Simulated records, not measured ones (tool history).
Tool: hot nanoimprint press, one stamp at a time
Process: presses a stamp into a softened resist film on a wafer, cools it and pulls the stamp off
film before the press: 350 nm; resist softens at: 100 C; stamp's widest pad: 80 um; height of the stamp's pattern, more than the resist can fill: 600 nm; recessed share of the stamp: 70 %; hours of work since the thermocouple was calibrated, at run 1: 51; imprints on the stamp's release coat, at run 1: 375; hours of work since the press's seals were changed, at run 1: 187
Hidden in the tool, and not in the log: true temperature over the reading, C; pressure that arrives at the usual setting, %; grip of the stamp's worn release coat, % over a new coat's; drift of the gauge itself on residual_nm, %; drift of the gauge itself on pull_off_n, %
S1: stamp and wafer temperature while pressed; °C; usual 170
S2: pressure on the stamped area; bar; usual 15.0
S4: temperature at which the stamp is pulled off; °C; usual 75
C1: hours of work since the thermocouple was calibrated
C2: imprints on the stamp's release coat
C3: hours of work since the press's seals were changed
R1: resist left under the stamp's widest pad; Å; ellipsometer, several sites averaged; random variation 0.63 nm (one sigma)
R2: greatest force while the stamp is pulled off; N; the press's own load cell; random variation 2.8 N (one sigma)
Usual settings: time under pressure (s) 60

Run 1, hour 0.0: usual settings; C1 51; C2 375; C3 187. Result: R1 1721 Å, R2 131 N.
Run 2, hour 20.9: usual settings but S2 18.0 bar; C1 60; C2 413; C3 196. Result: R1 1615 Å, R2 126 N.
Run 3, hour 35.4: usual settings but S2 18.0 bar; C1 65; C2 439; C3 202. Result: R1 1612 Å, R2 129 N.
Run 4, hour 54.9: usual settings but S2 18.0 bar; C1 73; C2 475; C3 210. Result: R1 1615 Å, R2 131 N.
Run 5, hour 77.0: usual settings but S2 18.0 bar; C1 82; C2 515; C3 219. Result: R1 1606 Å, R2 130 N.
Run 6, hour 98.8: usual settings; C1 91; C2 555; C3 227. Result: R1 1734 Å, R2 131 N.
Run 7, hour 123.5: usual settings; C1 101; C2 600; C3 237. Result: R1 1728 Å, R2 127 N.
Run 8, hour 140.2: usual settings; C1 108; C2 630; C3 244. Result: R1 1731 Å, R2 128 N.
Run 9, hour 156.1: usual settings; C1 115; C2 659; C3 251. Result: R1 1732 Å, R2 129 N.
Run 10, hour 182.4: usual settings; C1 125; C2 707; C3 261. Result: R1 1730 Å, R2 132 N.
Run 11, hour 206.7: usual settings but S1 176 °C, time under pressure (s) 42; C1 135; C2 751; C3 271. Result: R1 1567 Å, R2 129 N.
Run 12, hour 235.6: usual settings but S1 176 °C, time under pressure (s) 42; C1 147; C2 804; C3 283. Result: R1 1555 Å, R2 128 N.
Run 13, hour 264.7: usual settings but S1 168 °C, S2 9.7 bar, time under pressure (s) 42; C1 159; C2 857; C3 295. Result: R1 2409 Å, R2 131 N.

The next listed run, before its measurement:
Run 14, hour 290.5: usual settings but S1 168 °C, S2 9.7 bar, time under pressure (s) 42; C1 169; C2 904; C3 305. Result: R1 ?, R2 ?.

{"run 14": {"R1": 2399, "R2": 128}}
Without the tool's hidden state the same run would have given R1 2401 Å, R2 127 N.
